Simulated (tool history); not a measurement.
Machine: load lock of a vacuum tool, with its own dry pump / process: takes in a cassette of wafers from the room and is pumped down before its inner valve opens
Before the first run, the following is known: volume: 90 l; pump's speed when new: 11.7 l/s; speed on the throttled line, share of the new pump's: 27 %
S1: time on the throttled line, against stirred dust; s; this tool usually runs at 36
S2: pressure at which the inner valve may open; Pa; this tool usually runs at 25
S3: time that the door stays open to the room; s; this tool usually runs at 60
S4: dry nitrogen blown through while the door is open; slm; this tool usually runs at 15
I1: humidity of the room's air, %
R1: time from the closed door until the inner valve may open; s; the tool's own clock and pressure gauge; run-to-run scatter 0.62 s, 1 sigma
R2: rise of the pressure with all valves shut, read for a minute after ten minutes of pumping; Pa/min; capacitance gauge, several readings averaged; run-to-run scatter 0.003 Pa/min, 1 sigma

run 1 hour=0 | S1=36 S2=25 S3=60 S4=15 | I1=49.3 | R1=96.5 R2=0.027
run 2 hour=127.9 | S1=36 S2=26 S3=60 S4=15 | I1=45.3 | R1=97.4 R2=0.035
run 3 hour=267.4 | S1=36 S2=25 S3=60 S4=15 | I1=43.7 | R1=97.1 R2=0.034
run 4 hour=524.2 | S1=36 S2=25 S3=60 S4=15 | I1=42.5 | R1=98.6 R2=0.032
run 5 hour=718.1 | S1=36 S2=25 S3=60 S4=15 | I1=44.4 | R1=97.2 R2=0.031
run 6 hour=852.2 | S1=36 S2=25 S3=60 S4=15 | I1=44.1 | R1=98.1 R2=0.033
run 7 hour=1112.7 | S1=36 S2=25 S3=60 S4=5 | I1=46.7 | R1=98.8 R2=0.048
run 8 hour=1274.5 | S1=36 S2=25 S3=60 S4=5 | I1=42.6 | R1=98.1 R2=0.041
run 9 hour=1489.1 | S1=36 S2=25 S3=60 S4=5 | I1=43.6 | R1=98.4 R2=0.041
run 10 hour=1673.1 | S1=36 S2=25 S3=60 S4=5 | I1=44.1 | R1=99.2 R2=0.051
run 11 hour=1920.5 | S1=36 S2=25 S3=60 S4=15 | I1=46.2 | R1=99 R2=0.03
run 12 hour=2148.9 | S1=36 S2=25 S3=60 S4=15 | I1=44.1 | R1=98.4 R2=0.03
run 13 hour=2292.3 | S1=23 S2=25 S3=60 S4=15 | I1=44 | R1=90.7 R2=0.034
run 14 hour=2418.3 | S1=23 S2=25 S3=60 S4=15 | I1=42.1 | R1=89.3 R2=0.03
run 15 hour=2577.7 | S1=23 S2=43 S3=60 S4=15 | I1=45.4 | R1=86.4 R2=0.038
run 16 hour=2810.5 | S1=36 S2=25 S3=60 S4=15 | I1=45 | R1=100.8 R2=0.036
run 17 hour=2937.8 | S1=36 S2=25 S3=60 S4=6 | I1=42.1 | R1=100.9 R2=0.042
run 18 hour=3083.6 | S1=18 S2=35 S3=28 S4=22 | I1=44.5 | R1=84.4 R2=0.024
run 19 hour=3274.4 | S1=18 S2=35 S3=28 S4=22 | I1=45.1 | R1=84.3 R2=0.017
run 20 hour=3386.8 | S1=53 S2=35 S3=53 S4=22 | I1=42.9 | R1=107.9 R2=0.028
run 21 hour=3557.7 | S1=53 S2=35 S3=50 S4=19 | I1=44.8 | R1=108.3 R2=0.028
run 22 hour=3796.4 | S1=53 S2=35 S3=50 S4=19 | I1=43.5 | R1=108.8 R2=0.028
run 23 hour=3979.5 | S1=53 S2=35 S3=50 S4=19 | I1=47.1 | R1=107.7 R2=0.029
run 24 hour=4178.7 | S1=23 S2=25 S3=60 S4=16 | I1=48.2 | R1=92.3 R2=0.039
run 25 hour=4434.2 | S1=23 S2=33 S3=60 S4=16 | I1=43.6 | R1=90.2 R2=0.032
run 26 hour=4615.1 | S1=30 S2=22 S3=40 S4=16 | I1=48.9 | R1=98.6 R2=0.032
run 27 hour=4778.6 | S1=30 S2=22 S3=40 S4=44 | I1=46.5 | R1=97.8 R2=0.016
run 28 hour=5027.8 | S1=30 S2=22 S3=40 S4=44 | I1=41.2 | R1=98.9 R2=0.019
run 29 hour=5206.3 | S1=54 S2=19 S3=40 S4=44 | I1=43.4 | R1=115.8 R2=0.025
run 30 hour=5442.1 | S1=54 S2=19 S3=40 S4=44 | I1=46.2 | R1=117.8 R2=0.012
run 31 hour=5667.8 | S1=54 S2=19 S3=40 S4=44 | I1=42.4 | R1=117.1 R2=0.018
run 32 hour=5866.7 | S1=54 S2=19 S3=40 S4=44 | I1=43.4 | R1=116.2 R2=0.02
run 33 hour=6062.8 | S1=19 S2=19 S3=162 S4=7 | I1=44.1 | R1=94.2 R2=0.068

Branching from run 33: 3 alternative next runs. What would each branch give?
run A hour=6278.4 | S1=36 S2=44 S3=112 S4=17 | I1=44.6 | R1=? R2=?
run B hour=6278.4 | S1=36 S2=25 S3=77 S4=15 | I1=44.6 | R1=? R2=?
run C hour=6278.4 | S1=60 S2=46 S3=54 S4=15 | I1=45.3 | R1=? R2=?

run=A R1=97.1 R2=0.042
run=B R1=102.8 R2=0.032
run=C R1=113.7 R2=0.035
Take away the tool's hidden state, keep each run's random variation, and the runs would have read:
run=A R1=85.6 R2=0.034
run=B R1=90.1 R2=0.024
run=C R1=103.6 R2=0.027
